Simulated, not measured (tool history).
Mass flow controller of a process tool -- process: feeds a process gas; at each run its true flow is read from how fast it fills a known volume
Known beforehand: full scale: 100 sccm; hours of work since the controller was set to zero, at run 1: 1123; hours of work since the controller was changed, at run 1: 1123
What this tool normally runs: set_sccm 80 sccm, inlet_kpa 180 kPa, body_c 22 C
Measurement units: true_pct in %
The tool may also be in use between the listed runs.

| run | hour | set_sccm | inlet_kpa | body_c | hours of work since the controller was set to zero | hours of work since the controller was changed | true_pct |
|---|---|---|---|---|---|---|---|
| 1 | 0 | 80 | 180 | 22 | 1123 | 1123 | 99.56 |
| 2 | 163.8 | 80 | 180 | 22 | 1192 | 1192 | 99.64 |
| 3 | 304.6 | 80 | 180 | 22 | 1251 | 1251 | 99.41 |
| 4 | 482.6 | 80 | 180 | 22 | 1325 | 1325 | 99.48 |
| 5 | 615.7 | 80 | 231 | 22 | 1381 | 1381 | 99.15 |
| 6 | 776.4 | 80 | 231 | 22 | 1448 | 1448 | 99.15 |
| 7 | 985.8 | 80 | 147 | 22 | 1536 | 1536 | 99.65 |
| 8 | 1172.4 | 80 | 180 | 24 | 1614 | 1614 | 99.37 |
| 9 | 1284.4 | 96 | 180 | 22 | 1661 | 1661 | 99.53 |
| 10 | 1412 | 96 | 180 | 22 | 1714 | 1714 | 99.48 |
| 11 | 1584.8 | 80 | 180 | 22 | 1786 | 1786 | 99.37 |
| 12 | 1703 | 80 | 180 | 22 | 1836 | 1836 | 99.4 |
| 13 | 1917.9 | 80 | 180 | 22 | 1926 | 1926 | 99.22 |
| 14 | 2058.3 | 80 | 229 | 22 | 1985 | 1985 | 98.96 |
| 15 | 2238.2 | 80 | 229 | 22 | 2060 | 2060 | 98.76 |
| 16 | 2392.2 | 80 | 229 | 40 | 2124 | 2124 | 98.4 |

Expected results for the next run?
| 17 | 2530.2 | 80 | 229 | 40 | 2182 | 2182 | ? |

true_pct: 98.35 %
If the tool had no hidden condition, the same run with the same run-to-run variation would have returned true_pct 99.3 %.

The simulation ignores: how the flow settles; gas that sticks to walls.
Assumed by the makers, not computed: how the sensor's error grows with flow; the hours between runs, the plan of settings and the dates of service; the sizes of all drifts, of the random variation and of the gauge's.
